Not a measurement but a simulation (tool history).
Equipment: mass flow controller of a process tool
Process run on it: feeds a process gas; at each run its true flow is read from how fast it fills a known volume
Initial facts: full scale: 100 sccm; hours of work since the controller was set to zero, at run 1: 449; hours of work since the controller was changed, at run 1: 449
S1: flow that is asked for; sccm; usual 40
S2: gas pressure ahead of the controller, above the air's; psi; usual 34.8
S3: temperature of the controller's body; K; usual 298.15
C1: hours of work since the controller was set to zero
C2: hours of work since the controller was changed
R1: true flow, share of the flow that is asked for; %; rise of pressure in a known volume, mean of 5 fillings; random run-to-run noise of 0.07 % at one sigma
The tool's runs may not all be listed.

run,day,S1,S2,S3,C1,C2,R1
1,0,40,34.8,298.15,449,449,98.87
2,3.404,40,34.8,298.15,498,498,98.79
3,5.796,27,34.8,298.15,533,533,98.71
4,9.383,27,34.8,298.15,586,586,98.6
5,12.517,40,34.8,298.15,631,631,98.92
6,14.512,40,36.3,298.15,660,660,98.78
7,17.979,28,34.8,298.15,711,711,98.52
8,21.554,40,34.8,295.15,763,763,98.75
9,24.867,40,34.8,295.15,812,812,98.81
10,28.483,40,34.8,295.15,864,864,98.63
11,30.638,55,29,310.15,896,896,99.81
12,34.617,44,30,294.15,954,954,98.9
13,38.329,44,30,294.15,1008,1008,98.87
14,41.917,39,34.8,295.15,1060,1060,98.7

Consider 4 possible next runs. They are alternatives, not a sequence: every one starts from the tool as it was left by run 14. What does each give?
A,43.562,63,39.5,298.15,1085,1085,?
B,43.562,40,29.6,294.15,1085,1085,?
C,43.562,27,40.2,296.15,1085,1085,?
D,43.562,63,24.5,297.15,1085,1085,?

run,R1
A,99.05
B,98.64
C,98.36
D,99.46
The same runs, with their run-to-run variation unchanged, on a tool lacking any hidden condition would have given:
run,R1
A,99.05
B,98.64
C,98.36
D,99.46
